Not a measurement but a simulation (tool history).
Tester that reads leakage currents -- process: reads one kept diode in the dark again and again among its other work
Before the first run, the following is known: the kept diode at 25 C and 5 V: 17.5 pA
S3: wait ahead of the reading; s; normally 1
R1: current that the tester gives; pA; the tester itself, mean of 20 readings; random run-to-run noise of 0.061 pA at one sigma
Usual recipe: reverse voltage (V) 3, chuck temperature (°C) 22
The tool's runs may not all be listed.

Run 1, hour 0: usual settings. Result: R1 14.45 pA.
Run 2, hour 173.2: usual settings. Result: R1 15.19 pA.
Run 3, hour 370: usual settings but chuck temperature (°C) 26. Result: R1 19.94 pA.
At hour 392.1: tester calibrated.
Run 4, hour 516.2: usual settings. Result: R1 16.56 pA.
Run 5, hour 658.9: usual settings. Result: R1 17.17 pA.
At hour 729.5: chuck's temperature calibrated.
Run 6, hour 824.7: usual settings. Result: R1 17.65 pA.
At hour 966.8: probe card cleaned and baked.
Run 7, hour 997.5: usual settings but reverse voltage (V) 3.07. Result: R1 10.54 pA.
Run 8, hour 1238.2: usual settings but reverse voltage (V) 18.2. Result: R1 28.47 pA.
Run 9, hour 1373.8: usual settings. Result: R1 12.02 pA.
Run 10, hour 1607.5: usual settings. Result: R1 12.93 pA.
Run 11, hour 1772.8: usual settings. Result: R1 13.45 pA.
Run 12, hour 1994.3: usual settings. Result: R1 14.43 pA.
At hour 2160.2: chuck's temperature calibrated.
Run 13, hour 2193.4: usual settings. Result: R1 17.19 pA.
At hour 2279.6: chuck's temperature calibrated, once more.
Run 14, hour 2391.3: usual settings. Result: R1 18.16 pA.
Run 15, hour 2604.3: usual settings. Result: R1 19.05 pA.
At hour 2629.3: probe card cleaned and baked.
Run 16, hour 2802.9: usual settings. Result: R1 12.49 pA.
Run 17, hour 2943.3: usual settings. Result: R1 12.95 pA.
Run 18, hour 3093: usual settings. Result: R1 13.55 pA.
Run 19, hour 3217.4: usual settings but reverse voltage (V) 4.2, chuck temperature (°C) 34, S3 0.37 s. Result: R1 36.59 pA.
Run 20, hour 3420: usual settings but reverse voltage (V) 6.64, chuck temperature (°C) 29, S3 0.37 s. Result: R1 35.12 pA.
Run 21, hour 3541.5: usual settings but reverse voltage (V) 6.64, chuck temperature (°C) 29, S3 0.37 s. Result: R1 36.27 pA.
Run 22, hour 3674.7: usual settings but reverse voltage (V) 3.78, chuck temperature (°C) 28, S3 0.79 s. Result: R1 25.22 pA.
At hour 3710.8: chuck's temperature calibrated.
Run 23, hour 3844.1: usual settings but reverse voltage (V) 2.18, chuck temperature (°C) 23, S3 0.79 s. Result: R1 15.46 pA.
Run 24, hour 3975.1: usual settings but reverse voltage (V) 19.98, chuck temperature (°C) 32, S3 8.71 s. Result: R1 92.17 pA.
Run 25, hour 4128.1: usual settings but reverse voltage (V) 19.98, chuck temperature (°C) 32, S3 8.71 s. Result: R1 97.06 pA.
Run 26, hour 4251: usual settings but reverse voltage (V) 19.98, chuck temperature (°C) 32, S3 8.71 s. Result: R1 99.87 pA.
At hour 4283.1: probe card cleaned and baked.
Run 27, hour 4483.9: usual settings but reverse voltage (V) 19.98, chuck temperature (°C) 32, S3 8.71 s. Result: R1 53.98 pA.
Run 28, hour 4657.4: usual settings but reverse voltage (V) 19.98, chuck temperature (°C) 32, S3 8.71 s. Result: R1 59.06 pA.
Run 29, hour 4776.6: usual settings but reverse voltage (V) 19.98, chuck temperature (°C) 32, S3 3.96 s. Result: R1 62.83 pA.

Each row is a separate what-if for the run after 29, all from the same tool condition, not one after another. Results?
Run A, hour 5043.3: usual settings but reverse voltage (V) 14.64, chuck temperature (°C) 30, S3 3.96 s. Result: R1 ?.
Run B, hour 5043.3: usual settings but reverse voltage (V) 8.36, chuck temperature (°C) 50, S3 0.58 s. Result: R1 ?.
Run C, hour 5043.3: usual settings but reverse voltage (V) 2.76, chuck temperature (°C) 47, S3 1.8 s. Result: R1 ?.

run      R1
  A   52.49
  B  134.43
  C   70.72
What these runs would have given with no unlogged condition in the tool:
run      R1
  A   38.56
  B  134.92
  C   73.22
